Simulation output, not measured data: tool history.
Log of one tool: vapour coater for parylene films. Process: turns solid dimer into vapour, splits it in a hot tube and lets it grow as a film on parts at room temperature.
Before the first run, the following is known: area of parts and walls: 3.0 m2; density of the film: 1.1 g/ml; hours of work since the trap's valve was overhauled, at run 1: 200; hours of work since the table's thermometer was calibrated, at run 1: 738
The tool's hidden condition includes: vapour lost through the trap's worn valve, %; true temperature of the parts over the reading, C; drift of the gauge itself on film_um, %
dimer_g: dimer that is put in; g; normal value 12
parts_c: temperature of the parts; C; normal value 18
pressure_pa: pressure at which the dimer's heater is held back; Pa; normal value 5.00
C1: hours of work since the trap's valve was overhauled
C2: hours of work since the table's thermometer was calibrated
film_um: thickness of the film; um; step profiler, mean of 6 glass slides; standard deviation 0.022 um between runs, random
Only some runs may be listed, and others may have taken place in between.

run 1 hour=0.0 | dimer_g=12 parts_c=18 pressure_pa=5.00 | C1=200 C2=738 | film_um=1.98
run 2 hour=57.5 | dimer_g=12 parts_c=18 pressure_pa=5.00 | C1=241 C2=778 | film_um=1.99
run 3 hour=116.3 | dimer_g=12 parts_c=18 pressure_pa=5.00 | C1=282 C2=820 | film_um=1.95
run 4 hour=153.7 | dimer_g=12 parts_c=18 pressure_pa=5.00 | C1=308 C2=846 | film_um=1.96
run 5 hour=199.6 | dimer_g=12 parts_c=12 pressure_pa=5.00 | C1=341 C2=878 | film_um=2.29
run 6 hour=239.3 | dimer_g=12 parts_c=12 pressure_pa=5.00 | C1=368 C2=906 | film_um=2.23
run 7 hour=291.5 | dimer_g=12 parts_c=12 pressure_pa=5.00 | C1=405 C2=943 | film_um=2.24
run 8 hour=353.0 | dimer_g=12 parts_c=12 pressure_pa=5.00 | C1=448 C2=986 | film_um=2.19
run 9 hour=423.7 | dimer_g=12 parts_c=12 pressure_pa=5.00 | C1=498 C2=1036 | film_um=2.21
run 10 hour=467.6 | dimer_g=12 parts_c=12 pressure_pa=5.00 | C1=529 C2=1066 | film_um=2.19
run 11 hour=505.2 | dimer_g=12 parts_c=12 pressure_pa=5.00 | C1=555 C2=1093 | film_um=2.17
run 12 hour=542.4 | dimer_g=12 parts_c=12 pressure_pa=5.00 | C1=581 C2=1119 | film_um=2.15
-- hour=569.0 trap's valve overhauled
run 13 hour=609.9 | dimer_g=12 parts_c=12 pressure_pa=5.00 | C1=29 C2=1164 | film_um=2.38
run 14 hour=658.5 | dimer_g=12 parts_c=12 pressure_pa=5.00 | C1=63 C2=1198 | film_um=2.34
run 15 hour=739.9 | dimer_g=12 parts_c=18 pressure_pa=8.78 | C1=120 C2=1255 | film_um=1.89
run 16 hour=800.4 | dimer_g=12 parts_c=18 pressure_pa=8.78 | C1=162 C2=1297 | film_um=1.90
run 17 hour=839.8 | dimer_g=12 parts_c=18 pressure_pa=8.78 | C1=190 C2=1325 | film_um=1.87
run 18 hour=903.4 | dimer_g=12 parts_c=18 pressure_pa=5.00 | C1=235 C2=1370 | film_um=1.97
run 19 hour=969.0 | dimer_g=12 parts_c=26 pressure_pa=5.00 | C1=281 C2=1416 | film_um=1.64
run 20 hour=1025.4 | dimer_g=8 parts_c=26 pressure_pa=5.00 | C1=320 C2=1455 | film_um=1.09
run 21 hour=1100.5 | dimer_g=8 parts_c=26 pressure_pa=5.00 | C1=373 C2=1508 | film_um=1.10
run 22 hour=1176.7 | dimer_g=6 parts_c=26 pressure_pa=6.00 | C1=427 C2=1561 | film_um=0.76
-- hour=1239.8 table's thermometer calibrated
run 23 hour=1242.0 | dimer_g=6 parts_c=26 pressure_pa=6.00 | C1=472 C2=2 | film_um=0.73
run 24 hour=1296.1 | dimer_g=6 parts_c=26 pressure_pa=6.00 | C1=510 C2=40 | film_um=0.77
run 25 hour=1382.8 | dimer_g=12 parts_c=28 pressure_pa=9.48 | C1=571 C2=100 | film_um=1.34
-- hour=1421.6 trap's valve overhauled
run 26 hour=1436.4 | dimer_g=5 parts_c=16 pressure_pa=4.87 | C1=10 C2=135 | film_um=0.88
run 27 hour=1496.9 | dimer_g=6 parts_c=14 pressure_pa=3.23 | C1=53 C2=178 | film_um=1.16
run 28 hour=1544.9 | dimer_g=5 parts_c=18 pressure_pa=10.21 | C1=87 C2=211 | film_um=0.77
run 29 hour=1587.4 | dimer_g=12 parts_c=25 pressure_pa=5.00 | C1=116 C2=241 | film_um=1.66
run 30 hour=1653.2 | dimer_g=15 parts_c=20 pressure_pa=2.17 | C1=163 C2=287 | film_um=2.60
run 31 hour=1717.6 | dimer_g=15 parts_c=20 pressure_pa=2.17 | C1=208 C2=333 | film_um=2.58
run 32 hour=1790.9 | dimer_g=15 parts_c=20 pressure_pa=2.17 | C1=259 C2=384 | film_um=2.55
run 33 hour=1848.5 | dimer_g=12 parts_c=18 pressure_pa=4.68 | C1=300 C2=425 | film_um=1.98
run 34 hour=1897.5 | dimer_g=9 parts_c=13 pressure_pa=7.15 | C1=334 C2=459 | film_um=1.60
run 35 hour=1946.9 | dimer_g=6 parts_c=18 pressure_pa=5.00 | C1=369 C2=494 | film_um=0.96
run 36 hour=2002.2 | dimer_g=5 parts_c=18 pressure_pa=5.00 | C1=408 C2=533 | film_um=0.78
run 37 hour=2083.2 | dimer_g=12 parts_c=15 pressure_pa=4.88 | C1=465 C2=589 | film_um=2.00
run 38 hour=2169.6 | dimer_g=9 parts_c=17 pressure_pa=3.68 | C1=525 C2=650 | film_um=1.51
run 39 hour=2221.0 | dimer_g=22 parts_c=17 pressure_pa=2.41 | C1=561 C2=686 | film_um=3.75

Describe how what the log doesn't record of the tool's condition differs between the last listed run preceding each entry between runs and the first listed run following it.
After run 12, before run 13: trap's valve overhauled (hour 569.0)
  vapour lost through the trap's worn valve, %: 10.1 -> 1.2; true temperature of the parts over the reading, C: -1.01 -> -1.05
  measured less the result without the state, film_um: -0.18 -> +0.02 um
After run 22, before run 23: table's thermometer calibrated (hour 1239.8)
  vapour lost through the trap's worn valve, %: 8 -> 8.8; true temperature of the parts over the reading, C: -1.39 -> -0.01
  measured less the result without the state, film_um: -0.04 -> -0.07 um
After run 25, before run 26: trap's valve overhauled (hour 1421.6)
  vapour lost through the trap's worn valve, %: 10.3 -> 0.5; true temperature of the parts over the reading, C: -0.1 -> -0.13
  measured less the result without the state, film_um: -0.15 -> +0.00 um

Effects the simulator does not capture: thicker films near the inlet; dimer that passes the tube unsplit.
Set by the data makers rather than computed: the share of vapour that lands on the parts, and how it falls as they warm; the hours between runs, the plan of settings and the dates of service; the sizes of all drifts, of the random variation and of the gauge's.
